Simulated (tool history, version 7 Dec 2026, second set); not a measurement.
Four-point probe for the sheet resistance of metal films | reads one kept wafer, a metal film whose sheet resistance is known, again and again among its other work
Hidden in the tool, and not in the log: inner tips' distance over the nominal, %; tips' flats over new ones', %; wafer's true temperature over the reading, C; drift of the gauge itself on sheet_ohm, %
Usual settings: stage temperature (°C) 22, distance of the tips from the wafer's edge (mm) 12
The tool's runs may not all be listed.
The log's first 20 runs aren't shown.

run      day  stage temperature (°C)  distance of the tips from the wafer's edge (mm)  touches since the probe head was changed  hours of work since the stage's thermometer was calibrated  sheet resistance as the instrument gives it (ohm/square)
 21   70.658                      22                                               13                                     15919                                                         373                                                  0.323887
 22   75.096                      24                                               63                                     19242                                                         434                                                  0.323512
 23   78.929                      35                                               59                                     22109                                                         487                                                  0.323462
 24   82.517                      21                                               10                                     24794                                                         536                                                  0.324138
 25   85.658                      23                                                8                                     27147                                                         579                                                  0.324584
 26   87.938                      23                                               11                                     28852                                                         611                                                  0.324004
 27   91.983                      28                                               13                                     31882                                                         666                                                  0.323774
 28   94.071                      28                                               13                                     33445                                                         695                                                  0.323745
 29   97.892                      19                                               26                                     36304                                                         747                                                  0.323511
 30    101.6                      19                                               23                                     39081                                                         798                                                  0.323494
 31  105.679                      19                                               16                                     42132                                                         854                                                  0.323528
 32  110.412                      19                                               16                                     45675                                                         919                                                  0.323678
 33  114.475                      34                                               44                                     48716                                                         975                                                  0.323273
 34  117.767                      26                                               11                                     51180                                                        1020                                                  0.323783
 35  120.392                      19                                               39                                     53147                                                        1056                                                  0.323364
 36  123.142                      19                                               25                                     55205                                                        1094                                                  0.323262
 37  127.546                      19                                               15                                     58502                                                        1155                                                  0.323568
 38  131.917                      19                                               15                                     61773                                                        1215                                                  0.323494
 39  135.033                      28                                               70                                     64105                                                        1258                                                  0.323178
 40   139.05                      24                                               66                                     67113                                                        1313                                                  0.323099
     142.242  -- stage's thermometer calibrated
 41    142.7                      20                                               12                                     69830                                                           6                                                  0.323534
 42   145.15                      20                                               12                                     71663                                                          40                                                  0.323462

Forecast each of these 5 alternatives for the next run:
  A  147.579                      31                                               29                                     73481                                                          73                                                         ?
  B  147.579                      20                                               34                                     73481                                                          73                                                         ?
  C  147.579                      20                                                5                                     73481                                                          73                                                         ?
  D  147.579                      25                                                7                                     73481                                                          73                                                         ?
  E  147.579                      32                                               18                                     73481                                                          73                                                         ?

run  sheet resistance as the instrument gives it (ohm/square)
  A                                                  0.322996
  B                                                  0.323114
  C                                                  0.325825
  D                                                  0.324508
  E                                                  0.323126
Without the tool's hidden state the same runs would have given:
run  sheet resistance as the instrument gives it (ohm/square)
  A                                                  0.323606
  B                                                  0.323723
  C                                                  0.326439
  D                                                   0.32512
  E                                                  0.323735
